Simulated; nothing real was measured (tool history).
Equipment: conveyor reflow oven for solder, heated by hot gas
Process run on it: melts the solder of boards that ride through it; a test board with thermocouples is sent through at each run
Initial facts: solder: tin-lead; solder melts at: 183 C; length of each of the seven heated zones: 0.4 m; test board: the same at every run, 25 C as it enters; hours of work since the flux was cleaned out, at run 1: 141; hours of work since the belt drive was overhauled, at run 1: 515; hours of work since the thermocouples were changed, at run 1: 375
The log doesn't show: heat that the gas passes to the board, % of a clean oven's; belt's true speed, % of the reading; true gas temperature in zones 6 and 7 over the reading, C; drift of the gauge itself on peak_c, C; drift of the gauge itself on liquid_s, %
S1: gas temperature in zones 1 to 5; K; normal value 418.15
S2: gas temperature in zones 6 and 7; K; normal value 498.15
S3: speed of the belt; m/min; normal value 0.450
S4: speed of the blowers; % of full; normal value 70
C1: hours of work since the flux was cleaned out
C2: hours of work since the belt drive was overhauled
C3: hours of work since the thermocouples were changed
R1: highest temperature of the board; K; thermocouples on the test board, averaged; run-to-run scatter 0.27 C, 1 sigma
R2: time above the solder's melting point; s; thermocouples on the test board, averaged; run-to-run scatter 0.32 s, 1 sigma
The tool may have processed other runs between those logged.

run	hour	S1	S2	S3	S4	C1	C2	C3	R1	R2
1	0.0	418.15	498.15	0.450	70	141	515	375	484.85	76.9
2	21.8	418.15	498.15	0.534	70	155	529	389	478.65	56.4
3	35.6	418.15	498.15	0.442	70	164	538	398	484.85	79.3
4	48.5	418.15	498.15	0.442	70	172	546	406	484.75	79.6
5	67.7	418.15	498.15	0.442	70	184	558	418	485.15	79.3
6	88.5	418.15	498.15	0.442	70	197	571	431	484.85	79.4
7	108.2	418.15	498.15	0.442	70	209	584	444	485.05	79.2
8	131.4	418.15	498.15	0.450	70	224	598	458	484.45	76.6
9	148.1	418.15	498.15	0.512	70	234	609	469	480.35	61.4
10	161.3	418.15	498.15	0.512	70	243	617	477	481.25	61.3
11	177.0	418.15	498.15	0.450	86	253	627	487	486.75	80.1
12	194.4	418.15	498.15	0.450	70	264	638	498	484.15	77.5
13	207.1	418.15	498.15	0.450	70	272	646	506	484.25	76.8
14	227.8	418.15	498.15	0.450	70	285	659	519	484.35	76.3
# hour 234.3: flux residue cleaned out of gas plates and filters
15	252.4	418.15	498.15	0.450	70	11	671	531	484.45	76.5
16	273.6	418.15	498.15	0.450	70	25	685	545	484.05	77.0
17	286.4	418.15	510.15	0.450	70	33	693	553	494.45	87.2
18	308.5	418.15	510.15	0.450	70	47	707	567	494.55	87.7
# hour 317.2: flux residue cleaned out of gas plates and filters, once more
19	324.4	410.15	488.15	0.418	59	5	714	574	475.65	65.0
20	343.8	416.15	488.15	0.475	56	17	726	586	473.25	52.6
21	364.6	418.15	509.15	0.450	70	30	739	599	495.15	89.2
22	374.8	421.15	489.15	0.450	70	36	745	606	478.55	71.6
23	391.6	425.15	489.15	0.446	70	47	756	616	479.55	75.9
24	410.0	425.15	489.15	0.446	70	59	768	628	479.25	76.7
25	428.9	429.15	504.15	0.450	64	70	780	640	492.35	92.0
26	438.6	429.15	504.15	0.450	64	77	786	646	491.75	92.7
27	456.7	429.15	504.15	0.450	64	88	797	657	492.35	92.0
28	477.3	426.15	510.15	0.450	58	101	810	670	495.25	92.9
29	488.1	426.15	510.15	0.450	56	108	817	677	494.45	93.0
30	505.0	418.15	508.15	0.396	70	118	828	688	497.85	104.1
31	522.1	418.15	490.15	0.396	70	129	838	698	481.55	85.8
32	538.0	430.15	490.15	0.501	70	139	848	708	478.65	68.1

Branching from run 32: 3 alternative next runs. What would each branch give?
A	558.1	418.15	492.15	0.450	70	152	861	721	?	?
B	558.1	430.15	490.15	0.501	61	152	861	721	?	?
C	558.1	418.15	498.15	0.450	86	152	861	721	?	?

run	R1	R2
A	480.55	71.7
B	476.95	64.6
C	487.45	81.9
Without the tool's unlogged condition, the same runs would have read:
run	R1	R2
A	478.35	68.0
B	474.85	61.0
C	485.15	78.8
